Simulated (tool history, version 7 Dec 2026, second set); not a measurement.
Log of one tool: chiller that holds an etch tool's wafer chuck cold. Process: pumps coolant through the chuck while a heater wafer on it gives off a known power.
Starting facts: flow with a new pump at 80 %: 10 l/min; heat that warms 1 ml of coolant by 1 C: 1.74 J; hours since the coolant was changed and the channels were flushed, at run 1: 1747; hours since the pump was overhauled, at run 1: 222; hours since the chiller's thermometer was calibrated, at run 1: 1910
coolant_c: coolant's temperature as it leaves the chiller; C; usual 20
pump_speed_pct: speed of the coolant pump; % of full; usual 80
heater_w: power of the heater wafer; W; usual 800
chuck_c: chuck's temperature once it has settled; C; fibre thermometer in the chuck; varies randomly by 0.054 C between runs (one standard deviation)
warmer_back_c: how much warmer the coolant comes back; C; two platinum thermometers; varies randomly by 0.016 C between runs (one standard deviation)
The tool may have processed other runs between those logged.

| run | day | coolant_c | pump_speed_pct | heater_w | hours since the coolant was changed and the channels were flushed | hours since the pump was overhauled | hours since the chiller's thermometer was calibrated | chuck_c | warmer_back_c |
|---|---|---|---|---|---|---|---|---|---|
| 1 | 0.000 | 20 | 80 | 800 | 1747 | 222 | 1910 | 25.23 | 2.74 |
| 2 | 1.088 | 20 | 80 | 800 | 1773 | 249 | 1936 | 25.19 | 2.76 |
| 3 | 2.425 | 20 | 80 | 800 | 1805 | 281 | 1968 | 25.19 | 2.78 |
| 4 | 4.100 | 20 | 80 | 800 | 1845 | 321 | 2009 | 25.12 | 2.75 |
| 5 | 5.517 | 20 | 80 | 800 | 1879 | 355 | 2043 | 25.30 | 2.75 |
| 6 | 6.633 | 20 | 80 | 800 | 1906 | 382 | 2069 | 25.22 | 2.76 |
| 7 | 8.312 | 20 | 80 | 800 | 1946 | 422 | 2110 | 25.17 | 2.76 |
|  | 8.658 | coolant pump overhauled |
| 8 | 9.908 | 20 | 80 | 800 | 1980 | 30 | 2143 | 25.35 | 2.75 |
| 9 | 11.321 | 20 | 72 | 800 | 2014 | 64 | 2177 | 25.95 | 3.09 |
| 10 | 12.221 | 20 | 80 | 800 | 2035 | 85 | 2198 | 25.23 | 2.78 |
| 11 | 13.967 | 20 | 80 | 800 | 2077 | 127 | 2240 | 25.36 | 2.76 |
| 12 | 15.238 | 20 | 80 | 800 | 2108 | 158 | 2271 | 25.27 | 2.79 |
| 13 | 16.821 | 20 | 80 | 800 | 2146 | 196 | 2309 | 25.26 | 2.75 |
|  | 18.812 | coolant pump overhauled, once more |
| 14 | 18.812 | 20 | 80 | 800 | 2188 | 0 | 2352 | 25.27 | 2.73 |
| 15 | 20.508 | 11 | 77 | 709 | 2229 | 41 | 2392 | 15.97 | 2.56 |
| 16 | 22.258 | 11 | 77 | 709 | 2271 | 83 | 2434 | 15.86 | 2.59 |
| 17 | 23.804 | 15 | 60 | 1185 | 2308 | 120 | 2472 | 25.71 | 5.63 |
| 18 | 24.692 | 15 | 60 | 1185 | 2329 | 141 | 2493 | 25.78 | 5.67 |
| 19 | 25.971 | 15 | 60 | 1185 | 2360 | 172 | 2523 | 25.88 | 5.63 |
| 20 | 27.679 | 15 | 60 | 1185 | 2401 | 213 | 2564 | 25.74 | 5.68 |
| 21 | 28.892 | 18 | 60 | 677 | 2430 | 242 | 2594 | 23.94 | 3.22 |
| 22 | 29.892 | 17 | 60 | 614 | 2454 | 266 | 2618 | 22.44 | 2.93 |

Selected run-to-run steps in chuck_c, each split into two signed amounts: the part the tool would show with no hidden state at all (from settings, incoming material and random variation), and the remainder, which goes to the hidden state together with any gauge scatter not common to the measured and the hidden-state-free results:
Unlogged tool condition in this case: heat passed by the chuck's channels, % of clean ones'; flow at a given pump speed, % of a new pump's; coolant's true temperature over the reading, C; drift of the gauge itself on chuck_c, C; drift of the gauge itself on warmer_back_c, C.
Run 14 -> 15: coolant_c 20 -> 11, pump_speed_pct 80 -> 77, heater_w 800 -> 709. chuck_c -9.30 C: hidden state -0.02, all else -9.28.
Run 16 -> 17: coolant_c 11 -> 15, pump_speed_pct 77 -> 60, heater_w 709 -> 1185. chuck_c +9.85 C: hidden state +0.26, all else +9.59.
Run 20 -> 21: coolant_c 15 -> 18, heater_w 1185 -> 677. chuck_c -1.80 C: hidden state -0.23, all else -1.57.
